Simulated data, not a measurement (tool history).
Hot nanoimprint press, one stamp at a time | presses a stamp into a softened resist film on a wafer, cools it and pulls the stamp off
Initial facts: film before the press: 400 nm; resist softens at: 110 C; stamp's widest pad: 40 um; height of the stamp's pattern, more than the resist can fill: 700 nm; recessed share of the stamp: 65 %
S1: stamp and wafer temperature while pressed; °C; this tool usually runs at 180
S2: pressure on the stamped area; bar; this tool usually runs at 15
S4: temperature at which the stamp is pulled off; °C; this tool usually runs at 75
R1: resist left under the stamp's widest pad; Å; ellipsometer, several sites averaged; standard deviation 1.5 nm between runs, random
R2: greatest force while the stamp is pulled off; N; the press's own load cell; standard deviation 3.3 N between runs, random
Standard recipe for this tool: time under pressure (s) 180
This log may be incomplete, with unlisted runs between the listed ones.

{"run": 1, "hour": 0.0, "S1": 180, "S2": 15, "time under pressure (s)": 180, "S4": 75, "R1": 2386, "R2": 157}
{"run": 2, "hour": 26.1, "S1": 180, "S2": 15, "time under pressure (s)": 180, "S4": 75, "R1": 2363, "R2": 159}
{"run": 3, "hour": 44.7, "S1": 180, "S2": 15, "time under pressure (s)": 180, "S4": 75, "R1": 2370, "R2": 157}
{"hour": 58.5, "done": "stamp cleaned and given a new release coat"}
{"run": 4, "hour": 84.0, "S1": 180, "S2": 15, "time under pressure (s)": 180, "S4": 75, "R1": 2396, "R2": 161}
{"run": 5, "hour": 106.2, "S1": 180, "S2": 15, "time under pressure (s)": 180, "S4": 75, "R1": 2371, "R2": 152}
{"run": 6, "hour": 141.3, "S1": 180, "S2": 15, "time under pressure (s)": 180, "S4": 75, "R1": 2357, "R2": 155}
{"run": 7, "hour": 161.8, "S1": 180, "S2": 15, "time under pressure (s)": 180, "S4": 75, "R1": 2378, "R2": 160}
{"run": 8, "hour": 193.6, "S1": 180, "S2": 15, "time under pressure (s)": 180, "S4": 82, "R1": 2394, "R2": 143}
{"run": 9, "hour": 228.8, "S1": 180, "S2": 15, "time under pressure (s)": 180, "S4": 82, "R1": 2371, "R2": 137}
{"run": 10, "hour": 244.4, "S1": 180, "S2": 15, "time under pressure (s)": 180, "S4": 82, "R1": 2367, "R2": 130}
{"run": 11, "hour": 261.6, "S1": 180, "S2": 15, "time under pressure (s)": 180, "S4": 82, "R1": 2354, "R2": 140}
{"run": 12, "hour": 278.0, "S1": 180, "S2": 15, "time under pressure (s)": 180, "S4": 82, "R1": 2379, "R2": 132}
{"hour": 285.9, "done": "plate thermocouple calibrated"}
{"run": 13, "hour": 310.6, "S1": 180, "S2": 15, "time under pressure (s)": 180, "S4": 82, "R1": 2376, "R2": 137}
{"run": 14, "hour": 335.6, "S1": 180, "S2": 15, "time under pressure (s)": 180, "S4": 82, "R1": 2362, "R2": 137}
{"run": 15, "hour": 358.3, "S1": 180, "S2": 15, "time under pressure (s)": 180, "S4": 75, "R1": 2367, "R2": 158}
{"hour": 374.7, "done": "stamp cleaned and given a new release coat"}
{"run": 16, "hour": 380.7, "S1": 180, "S2": 16.2, "time under pressure (s)": 180, "S4": 62, "R1": 2280, "R2": 201}
{"run": 17, "hour": 399.9, "S1": 180, "S2": 15, "time under pressure (s)": 180, "S4": 66, "R1": 2390, "R2": 183}
{"run": 18, "hour": 414.6, "S1": 183, "S2": 12.3, "time under pressure (s)": 99, "S4": 75, "R1": 2720, "R2": 155}
{"run": 19, "hour": 441.4, "S1": 180, "S2": 15, "time under pressure (s)": 338, "S4": 65, "R1": 1910, "R2": 185}
{"run": 20, "hour": 463.1, "S1": 180, "S2": 15, "time under pressure (s)": 338, "S4": 65, "R1": 1913, "R2": 186}
{"run": 21, "hour": 479.4, "S1": 180, "S2": 15, "time under pressure (s)": 338, "S4": 65, "R1": 1914, "R2": 192}
{"run": 22, "hour": 497.3, "S1": 180, "S2": 15, "time under pressure (s)": 157, "S4": 76, "R1": 2480, "R2": 153}
{"run": 23, "hour": 521.3, "S1": 176, "S2": 15, "time under pressure (s)": 171, "S4": 75, "R1": 2765, "R2": 159}
{"run": 24, "hour": 545.5, "S1": 187, "S2": 15, "time under pressure (s)": 121, "S4": 75, "R1": 2050, "R2": 159}
{"run": 25, "hour": 563.2, "S1": 187, "S2": 15, "time under pressure (s)": 121, "S4": 75, "R1": 2060, "R2": 158}
{"run": 26, "hour": 595.7, "S1": 180, "S2": 15.4, "time under pressure (s)": 352, "S4": 76, "R1": 1868, "R2": 156}
{"run": 27, "hour": 620.4, "S1": 187, "S2": 15.4, "time under pressure (s)": 115, "S4": 66, "R1": 2079, "R2": 186}
{"run": 28, "hour": 652.6, "S1": 180, "S2": 15, "time under pressure (s)": 209, "S4": 63, "R1": 2256, "R2": 199}
{"run": 29, "hour": 675.4, "S1": 180, "S2": 15, "time under pressure (s)": 209, "S4": 63, "R1": 2253, "R2": 193}

Branching from run 29: 4 alternative next runs. What would each branch give?
{"hour": 686.1, "done": "stamp cleaned and given a new release coat"}
{"run": "A", "hour": 708.5, "S1": 183, "S2": 12.2, "time under pressure (s)": 209, "S4": 82, "R1": "?", "R2": "?"}
{"hour": 686.1, "done": "stamp cleaned and given a new release coat"}
{"run": "B", "hour": 708.5, "S1": 171, "S2": 10.4, "time under pressure (s)": 333, "S4": 75, "R1": "?", "R2": "?"}
{"hour": 686.1, "done": "stamp cleaned and given a new release coat"}
{"run": "C", "hour": 708.5, "S1": 180, "S2": 14.4, "time under pressure (s)": 283, "S4": 61, "R1": "?", "R2": "?"}
{"hour": 686.1, "done": "stamp cleaned and given a new release coat"}
{"run": "D", "hour": 708.5, "S1": 180, "S2": 15, "time under pressure (s)": 95, "S4": 76, "R1": "?", "R2": "?"}

run=A R1=2158 R2=131
run=B R1=3045 R2=160
run=C R1=2073 R2=197
run=D R1=2800 R2=156
Without the tool's unlogged condition, the same runs would have read:
run=A R1=2162 R2=131
run=B R1=3049 R2=160
run=C R1=2077 R2=197
run=D R1=2804 R2=156
